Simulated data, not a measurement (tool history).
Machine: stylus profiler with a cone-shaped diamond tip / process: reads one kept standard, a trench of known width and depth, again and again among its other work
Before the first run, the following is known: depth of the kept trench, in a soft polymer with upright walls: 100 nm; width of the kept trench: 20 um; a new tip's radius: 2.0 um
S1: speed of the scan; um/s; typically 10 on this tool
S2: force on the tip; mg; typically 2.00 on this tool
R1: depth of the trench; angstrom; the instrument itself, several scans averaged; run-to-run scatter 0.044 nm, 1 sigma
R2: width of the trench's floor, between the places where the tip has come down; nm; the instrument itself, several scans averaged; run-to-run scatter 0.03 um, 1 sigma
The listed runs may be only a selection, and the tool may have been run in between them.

Run 1, day 0.000: usual settings. Result: R1 1005.4 angstrom, R2 18150 nm.
Run 2, day 2.008: usual settings but S1 11 um/s. Result: R1 1006.2 angstrom, R2 18070 nm.
Run 3, day 4.079: usual settings but S2 0.91 mg. Result: R1 1001.8 angstrom, R2 18100 nm.
Run 4, day 6.429: usual settings but S2 0.91 mg. Result: R1 1000.1 angstrom, R2 18100 nm.
Run 5, day 9.025: usual settings but S2 0.91 mg. Result: R1 1000.6 angstrom, R2 18060 nm.
Run 6, day 12.138: usual settings but S2 0.91 mg. Result: R1 1000.6 angstrom, R2 18040 nm.
Run 7, day 14.750: usual settings. Result: R1 1004.8 angstrom, R2 18090 nm.
Run 8, day 17.958: usual settings. Result: R1 1005.5 angstrom, R2 18070 nm.
Run 9, day 20.629: usual settings but S1 5 um/s. Result: R1 1005.5 angstrom, R2 18100 nm.
Run 10, day 23.325: usual settings but S1 5 um/s. Result: R1 1004.7 angstrom, R2 18020 nm.
Run 11, day 25.842: usual settings. Result: R1 1004.2 angstrom, R2 18050 nm.
Run 12, day 28.154: usual settings. Result: R1 1003.8 angstrom, R2 18050 nm.
Run 13, day 30.671: usual settings. Result: R1 1004.4 angstrom, R2 18020 nm.
Run 14, day 33.792: usual settings. Result: R1 1004.6 angstrom, R2 17970 nm.
Run 15, day 36.425: usual settings. Result: R1 1004.2 angstrom, R2 18010 nm.
Run 16, day 39.138: usual settings. Result: R1 1003.7 angstrom, R2 17960 nm.
At day 39.375: height scale calibrated on a step standard.
Run 17, day 40.638: usual settings but S2 1.01 mg. Result: R1 995.1 angstrom, R2 17950 nm.
Run 18, day 43.146: usual settings but S2 5.43 mg. Result: R1 1011.0 angstrom, R2 18050 nm.
Run 19, day 46.004: usual settings but S1 3 um/s, S2 5.43 mg. Result: R1 1010.9 angstrom, R2 18010 nm.
Run 20, day 48.062: usual settings but S1 3 um/s, S2 5.43 mg. Result: R1 1009.9 angstrom, R2 18010 nm.
Run 21, day 50.204: usual settings but S1 3 um/s, S2 5.43 mg. Result: R1 1009.5 angstrom, R2 17970 nm.
At day 52.242: height scale calibrated on a step standard, once more.
Run 22, day 52.250: usual settings but S1 3 um/s, S2 5.43 mg. Result: R1 1023.0 angstrom, R2 17960 nm.
Run 23, day 54.429: usual settings but S1 3 um/s, S2 5.43 mg. Result: R1 1022.9 angstrom, R2 17920 nm.
Run 24, day 55.821: usual settings but S1 3 um/s, S2 5.43 mg. Result: R1 1022.4 angstrom, R2 17960 nm.
Run 25, day 58.692: usual settings but S1 23 um/s, S2 0.80 mg. Result: R1 1006.0 angstrom, R2 17760 nm.
Run 26, day 61.758: usual settings but S1 27 um/s, S2 3.03 mg. Result: R1 1015.1 angstrom, R2 17830 nm.
Run 27, day 63.400: usual settings but S1 27 um/s, S2 3.03 mg. Result: R1 1015.1 angstrom, R2 17820 nm.
Run 28, day 65.238: usual settings but S2 2.51 mg. Result: R1 1013.6 angstrom, R2 17860 nm.
Run 29, day 67.062: usual settings but S2 2.51 mg. Result: R1 1013.1 angstrom, R2 17850 nm.
Run 30, day 70.404: usual settings but S1 3 um/s, S2 1.78 mg. Result: R1 1010.0 angstrom, R2 17940 nm.
Run 31, day 73.125: usual settings but S1 7 um/s, S2 0.68 mg. Result: R1 1005.0 angstrom, R2 17850 nm.
Run 32, day 76.246: usual settings but S2 2.86 mg. Result: R1 1013.1 angstrom, R2 17830 nm.
Run 33, day 78.588: usual settings but S1 4 um/s, S2 0.70 mg. Result: R1 1004.8 angstrom, R2 17840 nm.
Run 34, day 81.046: usual settings but S1 4 um/s, S2 0.70 mg. Result: R1 1004.4 angstrom, R2 17880 nm.
Run 35, day 83.658: usual settings but S1 2 um/s, S2 1.33 mg. Result: R1 1007.7 angstrom, R2 17920 nm.
Run 36, day 86.829: usual settings but S1 7 um/s, S2 5.27 mg. Result: R1 1020.9 angstrom, R2 17790 nm.
Run 37, day 90.092: usual settings but S1 7 um/s, S2 5.27 mg. Result: R1 1020.9 angstrom, R2 17810 nm.
Run 38, day 91.554: usual settings but S1 7 um/s, S2 5.27 mg. Result: R1 1021.1 angstrom, R2 17810 nm.
Run 39, day 94.729: usual settings but S2 2.80 mg. Result: R1 1012.8 angstrom, R2 17780 nm.
Run 40, day 96.825: usual settings but S1 19 um/s, S2 0.81 mg. Result: R1 1004.5 angstrom, R2 17690 nm.
Run 41, day 99.562: usual settings but S1 14 um/s, S2 0.98 mg. Result: R1 1006.2 angstrom, R2 17680 nm.
Run 42, day 102.096: usual settings but S1 3 um/s, S2 2.52 mg. Result: R1 1011.8 angstrom, R2 17830 nm.
Run 43, day 103.579: usual settings but S1 13 um/s, S2 1.56 mg. Result: R1 1008.6 angstrom, R2 17740 nm.
Run 44, day 107.021: usual settings but S1 6 um/s, S2 0.94 mg. Result: R1 1004.1 angstrom, R2 17710 nm.
Run 45, day 109.117: usual settings but S2 2.32 mg. Result: R1 1010.4 angstrom, R2 17750 nm.
Run 46, day 111.892: usual settings but S2 2.32 mg. Result: R1 1010.7 angstrom, R2 17750 nm.

Alternative continuations, all from the tool just after run 46; predict every row:
Run A, day 114.488: usual settings but S1 11 um/s. Result: R1 ?, R2 ?.
Run B, day 114.488: usual settings but S1 9 um/s, S2 0.71 mg. Result: R1 ?, R2 ?.
Run C, day 114.488: usual settings but S1 15 um/s, S2 2.57 mg. Result: R1 ?, R2 ?.

run      R1     R2
  A  1009.1  17650
  B  1002.0  17660
  C  1010.7  17680
What these runs would have given with no unlogged condition in the tool:
run      R1     R2
  A  1011.9  18640
  B  1004.8  18650
  C  1013.5  18660
